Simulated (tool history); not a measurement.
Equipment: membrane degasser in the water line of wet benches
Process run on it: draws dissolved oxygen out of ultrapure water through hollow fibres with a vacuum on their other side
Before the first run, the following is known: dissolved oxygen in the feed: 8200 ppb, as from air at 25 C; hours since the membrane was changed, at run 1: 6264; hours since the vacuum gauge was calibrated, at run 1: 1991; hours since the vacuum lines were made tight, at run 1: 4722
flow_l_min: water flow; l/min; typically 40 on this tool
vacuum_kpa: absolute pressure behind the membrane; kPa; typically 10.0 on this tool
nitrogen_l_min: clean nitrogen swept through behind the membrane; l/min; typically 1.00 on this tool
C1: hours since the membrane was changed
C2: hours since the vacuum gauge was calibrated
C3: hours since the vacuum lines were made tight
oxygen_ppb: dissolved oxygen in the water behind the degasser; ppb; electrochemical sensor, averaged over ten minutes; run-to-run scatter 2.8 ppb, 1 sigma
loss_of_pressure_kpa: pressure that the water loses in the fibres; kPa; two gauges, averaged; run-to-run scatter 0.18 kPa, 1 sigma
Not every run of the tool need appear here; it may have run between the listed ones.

Run 1, day 0.000: usual settings; C1 6264; C2 1991; C3 4722. Result: oxygen_ppb 558.6 ppb, loss_of_pressure_kpa 35.16 kPa.
Run 2, day 7.533: usual settings; C1 6445; C2 2172; C3 4903. Result: oxygen_ppb 555.7 ppb, loss_of_pressure_kpa 35.58 kPa.
Run 3, day 18.700: usual settings but nitrogen_l_min 2.97 l/min; C1 6713; C2 2440; C3 5171. Result: oxygen_ppb 248.0 ppb, loss_of_pressure_kpa 35.24 kPa.
Run 4, day 24.825: usual settings but nitrogen_l_min 2.97 l/min; C1 6860; C2 2587; C3 5318. Result: oxygen_ppb 247.4 ppb, loss_of_pressure_kpa 35.53 kPa.
Run 5, day 37.417: usual settings but nitrogen_l_min 1.20 l/min; C1 7162; C2 2889; C3 5620. Result: oxygen_ppb 490.8 ppb, loss_of_pressure_kpa 35.53 kPa.
Run 6, day 49.658: usual settings but nitrogen_l_min 1.20 l/min; C1 7456; C2 3183; C3 5914. Result: oxygen_ppb 493.5 ppb, loss_of_pressure_kpa 35.57 kPa.
Run 7, day 57.571: usual settings but nitrogen_l_min 1.20 l/min; C1 7646; C2 3373; C3 6104. Result: oxygen_ppb 497.7 ppb, loss_of_pressure_kpa 35.68 kPa.
Run 8, day 70.142: usual settings but nitrogen_l_min 1.20 l/min; C1 7947; C2 3674; C3 6406. Result: oxygen_ppb 497.2 ppb, loss_of_pressure_kpa 35.72 kPa.
Run 9, day 82.842: usual settings but vacuum_kpa 11.7 kPa, nitrogen_l_min 1.20 l/min; C1 8252; C2 3979; C3 6711. Result: oxygen_ppb 611.3 ppb, loss_of_pressure_kpa 36.26 kPa.
Run 10, day 89.267: usual settings but vacuum_kpa 11.7 kPa, nitrogen_l_min 1.20 l/min; C1 8406; C2 4133; C3 6865. Result: oxygen_ppb 607.3 ppb, loss_of_pressure_kpa 35.67 kPa.
Run 11, day 102.071: usual settings but vacuum_kpa 11.7 kPa, nitrogen_l_min 1.20 l/min; C1 8714; C2 4441; C3 7172. Result: oxygen_ppb 607.9 ppb, loss_of_pressure_kpa 35.96 kPa.
Run 12, day 109.475: usual settings but flow_l_min 30 l/min, vacuum_kpa 11.7 kPa, nitrogen_l_min 1.20 l/min; C1 8891; C2 4618; C3 7350. Result: oxygen_ppb 470.3 ppb, loss_of_pressure_kpa 26.95 kPa.
At day 112.296: vacuum gauge calibrated.
Run 13, day 121.804: usual settings but flow_l_min 30 l/min, vacuum_kpa 11.7 kPa, nitrogen_l_min 1.20 l/min; C1 9187; C2 228; C3 7645. Result: oxygen_ppb 462.1 ppb, loss_of_pressure_kpa 27.02 kPa.
Run 14, day 129.871: usual settings but nitrogen_l_min 0.42 l/min; C1 9380; C2 422; C3 7839. Result: oxygen_ppb 969.1 ppb, loss_of_pressure_kpa 36.01 kPa.
Run 15, day 142.646: usual settings but nitrogen_l_min 0.62 l/min; C1 9687; C2 728; C3 8145. Result: oxygen_ppb 768.9 ppb, loss_of_pressure_kpa 36.26 kPa.
Run 16, day 150.408: usual settings but flow_l_min 54 l/min, nitrogen_l_min 1.02 l/min; C1 9873; C2 915; C3 8332. Result: oxygen_ppb 728.6 ppb, loss_of_pressure_kpa 49.10 kPa.
Run 17, day 160.092: usual settings but nitrogen_l_min 2.86 l/min; C1 10106; C2 1147; C3 8564. Result: oxygen_ppb 261.4 ppb, loss_of_pressure_kpa 36.47 kPa.
Run 18, day 167.796: usual settings but flow_l_min 43 l/min, vacuum_kpa 11.7 kPa, nitrogen_l_min 1.70 l/min; C1 10291; C2 1332; C3 8749. Result: oxygen_ppb 501.3 ppb, loss_of_pressure_kpa 39.09 kPa.
Run 19, day 178.183: usual settings but flow_l_min 53 l/min; C1 10540; C2 1581; C3 8998. Result: oxygen_ppb 734.9 ppb, loss_of_pressure_kpa 48.17 kPa.
Run 20, day 185.038: usual settings but flow_l_min 64 l/min, vacuum_kpa 20.9 kPa, nitrogen_l_min 0.47 l/min; C1 10704; C2 1746; C3 9163. Result: oxygen_ppb 2695.0 ppb, loss_of_pressure_kpa 58.15 kPa.
Run 21, day 192.433: usual settings but flow_l_min 64 l/min, vacuum_kpa 23.7 kPa, nitrogen_l_min 0.47 l/min; C1 10882; C2 1923; C3 9340. Result: oxygen_ppb 2994.1 ppb, loss_of_pressure_kpa 58.32 kPa.
Run 22, day 199.029: usual settings but flow_l_min 39 l/min, vacuum_kpa 6.5 kPa, nitrogen_l_min 1.84 l/min; C1 11040; C2 2082; C3 9499. Result: oxygen_ppb 199.4 ppb, loss_of_pressure_kpa 35.60 kPa.
Run 23, day 210.000: usual settings but flow_l_min 29 l/min; C1 11303; C2 2345; C3 9762. Result: oxygen_ppb 428.2 ppb, loss_of_pressure_kpa 26.56 kPa.
Run 24, day 216.658: usual settings but flow_l_min 44 l/min, vacuum_kpa 11.6 kPa, nitrogen_l_min 2.54 l/min; C1 11463; C2 2505; C3 9922. Result: oxygen_ppb 381.3 ppb, loss_of_pressure_kpa 40.11 kPa.
Run 25, day 229.783: usual settings but flow_l_min 54 l/min, vacuum_kpa 14.3 kPa, nitrogen_l_min 1.59 l/min; C1 11778; C2 2820; C3 10237. Result: oxygen_ppb 830.6 ppb, loss_of_pressure_kpa 49.47 kPa.
At day 238.358: seals of the vacuum lines changed.
Run 26, day 242.729: usual settings but flow_l_min 54 l/min, vacuum_kpa 14.3 kPa, nitrogen_l_min 1.59 l/min; C1 12087; C2 3128; C3 105. Result: oxygen_ppb 838.7 ppb, loss_of_pressure_kpa 49.55 kPa.
Run 27, day 254.975: usual settings but flow_l_min 27 l/min, vacuum_kpa 15.2 kPa, nitrogen_l_min 1.81 l/min; C1 12381; C2 3422; C3 399. Result: oxygen_ppb 416.5 ppb, loss_of_pressure_kpa 24.94 kPa.

How the hidden state differs across the entries between the runs, from the last listed run before each to the first after it:
Between runs 12 and 13: vacuum gauge calibrated (day 112.296)
  membrane still open, %: 94.4 -> 94.2; true pressure behind the membrane over the reading, kPa: 0.23 -> 0.04; air that leaks in behind the membrane, l/min: 0.0194 -> 0.02
  what was measured, less what the result would be without the hidden state, oxygen_ppb: +19.1 -> +10.0 ppb; loss_of_pressure_kpa: +1.51 -> +1.56 kPa
Between runs 25 and 26: seals of the vacuum lines changed (day 238.358)
  membrane still open, %: 92.6 -> 92.4; true pressure behind the membrane over the reading, kPa: 0.18 -> 0.2; air that leaks in behind the membrane, l/min: 0.0256 -> 0.0027
  what was measured, less what the result would be without the hidden state, oxygen_ppb: +40.0 -> +39.8 ppb; loss_of_pressure_kpa: +3.67 -> +3.79 kPa
